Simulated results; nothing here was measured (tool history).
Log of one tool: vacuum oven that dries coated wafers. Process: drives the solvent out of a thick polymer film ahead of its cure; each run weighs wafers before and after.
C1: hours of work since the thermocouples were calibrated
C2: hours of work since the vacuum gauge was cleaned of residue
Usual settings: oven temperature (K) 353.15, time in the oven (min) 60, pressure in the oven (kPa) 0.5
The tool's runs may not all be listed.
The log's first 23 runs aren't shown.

{"run": 24, "hour": 204.5, "oven temperature (K)": 343.15, "time in the oven (min)": 60, "pressure in the oven (kPa)": 0.5, "C1": 27, "C2": 167, "solvent left in the film (%)": 3.8}
{"run": 25, "hour": 213.2, "oven temperature (K)": 343.15, "time in the oven (min)": 60, "pressure in the oven (kPa)": 0.5, "C1": 33, "C2": 173, "solvent left in the film (%)": 3.74}
{"run": 26, "hour": 222.1, "oven temperature (K)": 353.15, "time in the oven (min)": 57, "pressure in the oven (kPa)": 0.292, "C1": 39, "C2": 179, "solvent left in the film (%)": 0.99}
{"run": 27, "hour": 232.1, "oven temperature (K)": 353.15, "time in the oven (min)": 60, "pressure in the oven (kPa)": 0.823, "C1": 45, "C2": 186, "solvent left in the film (%)": 1.1}
{"hour": 239.3, "done": "oven's thermocouples calibrated, once more"}
{"run": 28, "hour": 245.0, "oven temperature (K)": 342.15, "time in the oven (min)": 60, "pressure in the oven (kPa)": 0.584, "C1": 4, "C2": 193, "solvent left in the film (%)": 3.81}
{"run": 29, "hour": 254.2, "oven temperature (K)": 342.15, "time in the oven (min)": 60, "pressure in the oven (kPa)": 0.584, "C1": 10, "C2": 200, "solvent left in the film (%)": 3.82}
{"run": 30, "hour": 263.6, "oven temperature (K)": 342.15, "time in the oven (min)": 60, "pressure in the oven (kPa)": 0.584, "C1": 17, "C2": 206, "solvent left in the film (%)": 3.85}
{"run": 31, "hour": 271.0, "oven temperature (K)": 344.15, "time in the oven (min)": 60, "pressure in the oven (kPa)": 0.584, "C1": 22, "C2": 211, "solvent left in the film (%)": 3.17}
{"run": 32, "hour": 282.1, "oven temperature (K)": 362.15, "time in the oven (min)": 60, "pressure in the oven (kPa)": 0.584, "C1": 29, "C2": 219, "solvent left in the film (%)": 0.2}
{"run": 33, "hour": 290.8, "oven temperature (K)": 353.15, "time in the oven (min)": 41, "pressure in the oven (kPa)": 0.5, "C1": 35, "C2": 225, "solvent left in the film (%)": 1.75}
{"run": 34, "hour": 298.7, "oven temperature (K)": 353.15, "time in the oven (min)": 41, "pressure in the oven (kPa)": 0.5, "C1": 41, "C2": 230, "solvent left in the film (%)": 1.76}
{"run": 35, "hour": 310.9, "oven temperature (K)": 353.15, "time in the oven (min)": 60, "pressure in the oven (kPa)": 0.262, "C1": 49, "C2": 239, "solvent left in the film (%)": 0.78}
{"run": 36, "hour": 318.3, "oven temperature (K)": 353.15, "time in the oven (min)": 60, "pressure in the oven (kPa)": 0.262, "C1": 54, "C2": 244, "solvent left in the film (%)": 0.75}
{"run": 37, "hour": 330.9, "oven temperature (K)": 362.15, "time in the oven (min)": 76, "pressure in the oven (kPa)": 0.5, "C1": 63, "C2": 252, "solvent left in the film (%)": 0.22}
{"run": 38, "hour": 337.1, "oven temperature (K)": 356.15, "time in the oven (min)": 55, "pressure in the oven (kPa)": 0.795, "C1": 67, "C2": 257, "solvent left in the film (%)": 0.7}
{"run": 39, "hour": 348.4, "oven temperature (K)": 350.15, "time in the oven (min)": 55, "pressure in the oven (kPa)": 0.916, "C1": 75, "C2": 264, "solvent left in the film (%)": 1.78}
{"run": 40, "hour": 360.0, "oven temperature (K)": 353.15, "time in the oven (min)": 56, "pressure in the oven (kPa)": 0.32, "C1": 83, "C2": 272, "solvent left in the film (%)": 0.89}
{"run": 41, "hour": 366.6, "oven temperature (K)": 353.15, "time in the oven (min)": 56, "pressure in the oven (kPa)": 0.32, "C1": 88, "C2": 277, "solvent left in the film (%)": 0.91}
{"run": 42, "hour": 373.1, "oven temperature (K)": 353.15, "time in the oven (min)": 56, "pressure in the oven (kPa)": 0.32, "C1": 92, "C2": 281, "solvent left in the film (%)": 0.92}
{"run": 43, "hour": 379.6, "oven temperature (K)": 363.15, "time in the oven (min)": 50, "pressure in the oven (kPa)": 0.526, "C1": 96, "C2": 286, "solvent left in the film (%)": 0.23}
{"run": 44, "hour": 389.8, "oven temperature (K)": 360.15, "time in the oven (min)": 79, "pressure in the oven (kPa)": 0.807, "C1": 103, "C2": 293, "solvent left in the film (%)": 0.28}
{"run": 45, "hour": 402.4, "oven temperature (K)": 341.15, "time in the oven (min)": 79, "pressure in the oven (kPa)": 0.807, "C1": 112, "C2": 302, "solvent left in the film (%)": 3.26}

Here are 3 independent what-if runs from the current tool condition. What would each one return?
{"run": "A", "hour": 408.1, "oven temperature (K)": 359.15, "time in the oven (min)": 79, "pressure in the oven (kPa)": 0.807, "C1": 116, "C2": 305, "solvent left in the film (%)": "?"}
{"run": "B", "hour": 408.1, "oven temperature (K)": 365.15, "time in the oven (min)": 60, "pressure in the oven (kPa)": 0.339, "C1": 116, "C2": 305, "solvent left in the film (%)": "?"}
{"run": "C", "hour": 408.1, "oven temperature (K)": 351.15, "time in the oven (min)": 35, "pressure in the oven (kPa)": 1.019, "C1": 116, "C2": 305, "solvent left in the film (%)": "?"}

run=A solvent_left_in_the_film_(%)=0.32
run=B solvent_left_in_the_film_(%)=0.06
run=C solvent_left_in_the_film_(%)=3.12
With no hidden state in the tool, these same runs would have given:
run=A solvent_left_in_the_film_(%)=0.27
run=B solvent_left_in_the_film_(%)=0.03
run=C solvent_left_in_the_film_(%)=2.83
